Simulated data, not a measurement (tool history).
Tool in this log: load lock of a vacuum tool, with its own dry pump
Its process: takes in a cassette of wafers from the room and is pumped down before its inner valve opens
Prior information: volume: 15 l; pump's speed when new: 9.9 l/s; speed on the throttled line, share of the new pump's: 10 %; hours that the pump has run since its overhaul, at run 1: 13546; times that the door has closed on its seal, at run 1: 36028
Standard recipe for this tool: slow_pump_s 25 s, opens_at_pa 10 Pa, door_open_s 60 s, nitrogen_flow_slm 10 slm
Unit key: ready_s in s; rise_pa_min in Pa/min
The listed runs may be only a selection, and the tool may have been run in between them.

| run | hour | slow_pump_s | opens_at_pa | door_open_s | nitrogen_flow_slm | hours that the pump has run since its overhaul | times that the door has closed on its seal | incoming humidity of the room's air, % | ready_s | rise_pa_min |
|---|---|---|---|---|---|---|---|---|---|---|
| 1 | 0.0 | 25 | 10 | 60 | 10 | 13546 | 36028 | 48.6 | 36.7 | 0.076 |
| 2 | 450.4 | 25 | 10 | 60 | 10 | 13997 | 38179 | 42.5 | 36.8 | 0.064 |
| 3 | 828.0 | 25 | 10 | 60 | 10 | 14374 | 39982 | 45.1 | 37.0 | 0.067 |
| 4 | 1184.3 | 25 | 10 | 60 | 10 | 14730 | 41683 | 44.3 | 37.2 | 0.072 |
| 5 | 1723.7 | 25 | 10 | 60 | 25 | 15270 | 44260 | 45.2 | 36.9 | 0.058 |
| 6 | 2022.5 | 25 | 10 | 60 | 25 | 15569 | 45687 | 48.6 | 36.6 | 0.057 |
| 7 | 2290.5 | 14 | 10 | 60 | 10 | 15837 | 46966 | 42.9 | 26.8 | 0.063 |
| 8 | 2826.4 | 14 | 10 | 60 | 10 | 16372 | 49526 | 45.2 | 26.4 | 0.073 |
| 9 | 3330.5 | 14 | 10 | 60 | 10 | 16877 | 51933 | 43.0 | 26.3 | 0.070 |
| 10 | 3595.7 | 14 | 10 | 60 | 10 | 17142 | 53200 | 44.6 | 26.8 | 0.071 |
|  | 3824.0 | dry pump taken out, an overhauled one fitted |
| 11 | 4075.0 | 14 | 10 | 60 | 10 | 251 | 55460 | 43.3 | 27.0 | 0.067 |
| 12 | 4505.9 | 14 | 10 | 60 | 14 | 682 | 57518 | 43.3 | 26.9 | 0.062 |
| 13 | 4833.6 | 33 | 9 | 184 | 12 | 1010 | 59083 | 45.1 | 44.1 | 0.095 |
| 14 | 5207.4 | 32 | 16 | 60 | 24 | 1383 | 60868 | 43.3 | 42.6 | 0.051 |
| 15 | 5477.7 | 25 | 15 | 66 | 10 | 1654 | 62159 | 41.9 | 35.8 | 0.069 |
| 16 | 5971.7 | 20 | 12 | 66 | 10 | 2148 | 64518 | 46.9 | 32.0 | 0.074 |
|  | 6182.1 | door's seal changed, seat wiped |
| 17 | 6523.0 | 37 | 10 | 118 | 4 | 2698 | 1629 | 46.9 | 47.4 | 0.105 |
| 18 | 7015.3 | 15 | 10 | 31 | 17 | 3190 | 3980 | 42.2 | 27.7 | 0.049 |
| 19 | 7421.1 | 16 | 20 | 31 | 17 | 3596 | 5918 | 42.2 | 27.1 | 0.043 |
| 20 | 7693.2 | 46 | 10 | 60 | 17 | 3868 | 7217 | 44.6 | 55.4 | 0.055 |
| 21 | 8077.5 | 46 | 10 | 55 | 9 | 4252 | 9053 | 45.9 | 55.9 | 0.066 |

What differs in the tool's unlogged condition from the final listed run ahead of each entry between runs to the first listed run following it?
From run 10 to run 11: dry pump taken out, an overhauled one fitted (hour 3824.0)
  pump's speed, % of a new pump's: 99.8 -> 100; leak at the door's seal, Pa l/s: 0.0023 -> 0.0024
From run 16 to run 17: door's seal changed, seat wiped (hour 6182.1)
  leak at the door's seal, Pa l/s: 0.0025 -> 0.002
